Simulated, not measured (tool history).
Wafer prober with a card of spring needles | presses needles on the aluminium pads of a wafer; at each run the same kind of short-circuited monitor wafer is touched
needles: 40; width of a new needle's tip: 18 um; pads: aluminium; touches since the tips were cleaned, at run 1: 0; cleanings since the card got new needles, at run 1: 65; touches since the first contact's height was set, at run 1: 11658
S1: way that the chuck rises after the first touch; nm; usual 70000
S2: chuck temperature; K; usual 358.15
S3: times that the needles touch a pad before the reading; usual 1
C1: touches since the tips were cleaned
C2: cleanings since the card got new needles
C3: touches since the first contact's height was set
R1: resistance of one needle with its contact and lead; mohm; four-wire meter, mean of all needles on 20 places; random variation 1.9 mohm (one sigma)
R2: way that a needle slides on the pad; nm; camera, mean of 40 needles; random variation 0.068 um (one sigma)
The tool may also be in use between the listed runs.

{"run": 1, "hour": 0.0, "S1": 70000, "S2": 358.15, "S3": 1, "C1": 0, "C2": 65, "C3": 11658, "R1": 205, "R2": 15130}
{"hour": 19.5, "done": "tips cleaned on abrasive film"}
{"hour": 40.6, "done": "tips cleaned on abrasive film"}
{"run": 2, "hour": 47.4, "S1": 80000, "S2": 358.15, "S3": 1, "C1": 2247, "C2": 67, "C3": 27084, "R1": 196, "R2": 17430}
{"hour": 63.2, "done": "tips cleaned on abrasive film"}
{"hour": 83.4, "done": "tips cleaned on abrasive film"}
{"run": 3, "hour": 91.0, "S1": 70000, "S2": 358.15, "S3": 3, "C1": 2481, "C2": 69, "C3": 41231, "R1": 203, "R2": 15180}
{"hour": 106.5, "done": "tips cleaned on abrasive film"}
{"run": 4, "hour": 122.1, "S1": 70000, "S2": 358.15, "S3": 3, "C1": 5098, "C2": 70, "C3": 51381, "R1": 204, "R2": 15110}
{"hour": 129.9, "done": "tips cleaned on abrasive film"}
{"hour": 151.1, "done": "tips cleaned on abrasive film"}
{"run": 5, "hour": 151.1, "S1": 79000, "S2": 358.15, "S3": 3, "C1": 0, "C2": 72, "C3": 60759, "R1": 204, "R2": 17090}
{"hour": 174.7, "done": "tips cleaned on abrasive film"}
{"run": 6, "hour": 180.9, "S1": 79000, "S2": 358.15, "S3": 3, "C1": 2025, "C2": 73, "C3": 70473, "R1": 203, "R2": 17090}
{"hour": 195.3, "done": "tips cleaned on abrasive film"}
{"run": 7, "hour": 211.1, "S1": 79000, "S2": 358.15, "S3": 1, "C1": 5147, "C2": 74, "C3": 80306, "R1": 203, "R2": 17100}
{"hour": 216.1, "done": "tips cleaned on abrasive film"}
{"hour": 235.8, "done": "tips cleaned on abrasive film"}
{"run": 8, "hour": 240.5, "S1": 79000, "S2": 358.15, "S3": 1, "C1": 1525, "C2": 76, "C3": 89846, "R1": 201, "R2": 16960}
{"hour": 258.4, "done": "tips cleaned on abrasive film"}
{"run": 9, "hour": 269.6, "S1": 70000, "S2": 358.15, "S3": 1, "C1": 3657, "C2": 77, "C3": 99323, "R1": 203, "R2": 15190}
{"hour": 277.9, "done": "tips cleaned on abrasive film"}
{"hour": 299.1, "done": "tips cleaned on abrasive film"}
{"run": 10, "hour": 301.0, "S1": 66000, "S2": 320.15, "S3": 1, "C1": 628, "C2": 79, "C3": 109501, "R1": 196, "R2": 14220}
{"hour": 318.8, "done": "tips cleaned on abrasive film"}
{"run": 11, "hour": 333.4, "S1": 66000, "S2": 325.15, "S3": 1, "C1": 4791, "C2": 80, "C3": 120062, "R1": 198, "R2": 14140}
{"hour": 341.4, "done": "tips cleaned on abrasive film"}
{"run": 12, "hour": 359.9, "S1": 66000, "S2": 325.15, "S3": 1, "C1": 6023, "C2": 81, "C3": 128661, "R1": 195, "R2": 14160}
{"hour": 364.3, "done": "tips cleaned on abrasive film"}
{"hour": 386.4, "done": "tips cleaned on abrasive film"}
{"run": 13, "hour": 396.5, "S1": 56000, "S2": 303.15, "S3": 3, "C1": 3312, "C2": 83, "C3": 140563, "R1": 193, "R2": 12100}
{"hour": 406.5, "done": "tips cleaned on abrasive film"}
{"run": 14, "hour": 424.1, "S1": 56000, "S2": 303.15, "S3": 3, "C1": 5751, "C2": 84, "C3": 149526, "R1": 195, "R2": 12030}
{"hour": 427.9, "done": "tips cleaned on abrasive film"}
{"run": 15, "hour": 444.7, "S1": 56000, "S2": 303.15, "S3": 3, "C1": 5480, "C2": 85, "C3": 156223, "R1": 194, "R2": 12060}
{"hour": 449.1, "done": "tips cleaned on abrasive film"}
{"hour": 471.7, "done": "tips cleaned on abrasive film"}
{"run": 16, "hour": 483.7, "S1": 56000, "S2": 303.15, "S3": 3, "C1": 3909, "C2": 87, "C3": 168888, "R1": 198, "R2": 12100}
{"hour": 493.6, "done": "tips cleaned on abrasive film"}
{"hour": 515.8, "done": "tips cleaned on abrasive film"}
{"run": 17, "hour": 528.8, "S1": 68000, "S2": 313.15, "S3": 2, "C1": 4256, "C2": 89, "C3": 183564, "R1": 193, "R2": 14510}

Forecast each of these 5 alternatives for the next run:
{"hour": 535.4, "done": "tips cleaned on abrasive film"}
{"hour": 557.8, "done": "tips cleaned on abrasive film"}
{"run": "A", "hour": 574.2, "S1": 70000, "S2": 358.15, "S3": 3, "C1": 5349, "C2": 91, "C3": 198332, "R1": "?", "R2": "?"}
{"hour": 535.4, "done": "tips cleaned on abrasive film"}
{"hour": 557.8, "done": "tips cleaned on abrasive film"}
{"run": "B", "hour": 574.2, "S1": 57000, "S2": 325.15, "S3": 3, "C1": 5349, "C2": 91, "C3": 198332, "R1": "?", "R2": "?"}
{"hour": 535.4, "done": "tips cleaned on abrasive film"}
{"hour": 557.8, "done": "tips cleaned on abrasive film"}
{"run": "C", "hour": 574.2, "S1": 57000, "S2": 348.15, "S3": 3, "C1": 5349, "C2": 91, "C3": 198332, "R1": "?", "R2": "?"}
{"hour": 535.4, "done": "tips cleaned on abrasive film"}
{"hour": 557.8, "done": "tips cleaned on abrasive film"}
{"run": "D", "hour": 574.2, "S1": 86000, "S2": 358.15, "S3": 1, "C1": 5349, "C2": 91, "C3": 198332, "R1": "?", "R2": "?"}
{"hour": 535.4, "done": "tips cleaned on abrasive film"}
{"hour": 557.8, "done": "tips cleaned on abrasive film"}
{"run": "E", "hour": 574.2, "S1": 80000, "S2": 313.15, "S3": 1, "C1": 5349, "C2": 91, "C3": 198332, "R1": "?", "R2": "?"}

run=A R1=204 R2=14930
run=B R1=202 R2=12240
run=C R1=205 R2=12180
run=D R1=197 R2=18320
run=E R1=192 R2=17180
Without the tool's hidden state the same runs would have given:
run=A R1=204 R2=15150
run=B R1=202 R2=12420
run=C R1=205 R2=12350
run=D R1=197 R2=18580
run=E R1=192 R2=17430

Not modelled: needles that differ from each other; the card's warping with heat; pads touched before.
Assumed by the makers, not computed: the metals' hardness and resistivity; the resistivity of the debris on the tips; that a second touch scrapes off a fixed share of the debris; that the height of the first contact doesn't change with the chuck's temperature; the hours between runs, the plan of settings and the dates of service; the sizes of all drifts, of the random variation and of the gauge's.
